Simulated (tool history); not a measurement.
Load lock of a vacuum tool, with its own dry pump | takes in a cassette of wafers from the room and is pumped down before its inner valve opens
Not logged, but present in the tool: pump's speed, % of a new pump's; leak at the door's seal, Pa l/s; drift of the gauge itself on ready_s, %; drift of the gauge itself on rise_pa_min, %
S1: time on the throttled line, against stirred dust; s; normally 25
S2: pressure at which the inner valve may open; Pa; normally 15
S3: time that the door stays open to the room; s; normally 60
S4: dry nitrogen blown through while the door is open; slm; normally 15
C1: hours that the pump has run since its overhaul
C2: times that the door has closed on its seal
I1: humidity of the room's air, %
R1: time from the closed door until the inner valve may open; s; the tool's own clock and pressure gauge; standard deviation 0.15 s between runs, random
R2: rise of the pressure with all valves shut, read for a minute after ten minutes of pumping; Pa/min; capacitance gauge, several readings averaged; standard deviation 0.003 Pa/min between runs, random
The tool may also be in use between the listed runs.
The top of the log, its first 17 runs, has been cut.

run 18 hour=3324.4 | S1=25 S2=15 S3=60 S4=15 | C1=6867 C2=19398 | I1=46.8 | R1=45.9 R2=0.053
run 19 hour=3569.2 | S1=25 S2=15 S3=60 S4=15 | C1=7112 C2=20270 | I1=45.6 | R1=46.1 R2=0.047
run 20 hour=3787.3 | S1=25 S2=15 S3=60 S4=15 | C1=7330 C2=21048 | I1=50.3 | R1=46.2 R2=0.052
run 21 hour=3908.8 | S1=25 S2=10 S3=53 S4=26 | C1=7452 C2=21481 | I1=46 | R1=47.3 R2=0.038
run 22 hour=4070.3 | S1=21 S2=10 S3=144 S4=26 | C1=7613 C2=22056 | I1=41.5 | R1=44.5 R2=0.049
run 23 hour=4280.9 | S1=33 S2=24 S3=57 S4=10 | C1=7824 C2=22807 | I1=48.6 | R1=50.2 R2=0.058
run 24 hour=4503.2 | S1=48 S2=15 S3=180 S4=15 | C1=8046 C2=23599 | I1=42.5 | R1=62.6 R2=0.074
run 25 hour=4671.2 | S1=25 S2=17 S3=93 S4=15 | C1=8214 C2=24198 | I1=45.8 | R1=45.7 R2=0.064
run 26 hour=4823.6 | S1=25 S2=15 S3=60 S4=10 | C1=8366 C2=24741 | I1=41.6 | R1=46 R2=0.058
run 27 hour=5011.6 | S1=25 S2=15 S3=60 S4=10 | C1=8554 C2=25411 | I1=45.4 | R1=46.2 R2=0.059
run 28 hour=5173.1 | S1=38 S2=25 S3=177 S4=15 | C1=8716 C2=25987 | I1=39.7 | R1=53.9 R2=0.062
run 29 hour=5303.5 | S1=26 S2=14 S3=69 S4=14 | C1=8846 C2=26451 | I1=43.2 | R1=46.9 R2=0.051
run 30 hour=5492.1 | S1=26 S2=14 S3=69 S4=14 | C1=9035 C2=27123 | I1=44.2 | R1=47 R2=0.055
run 31 hour=5608.4 | S1=26 S2=14 S3=69 S4=14 | C1=9151 C2=27538 | I1=45.8 | R1=46.9 R2=0.049

Estimate the outcome of run 32 from the log above:
run 32 hour=5726.7 | S1=26 S2=14 S3=69 S4=14 | C1=9269 C2=27960 | I1=43 | R1=? R2=?

Run 32 came out at R1 47 s, R2 0.049 Pa/min.
The same run, on a tool lacking any hidden state, would have yielded R1 47 s, R2 0.048 Pa/min.
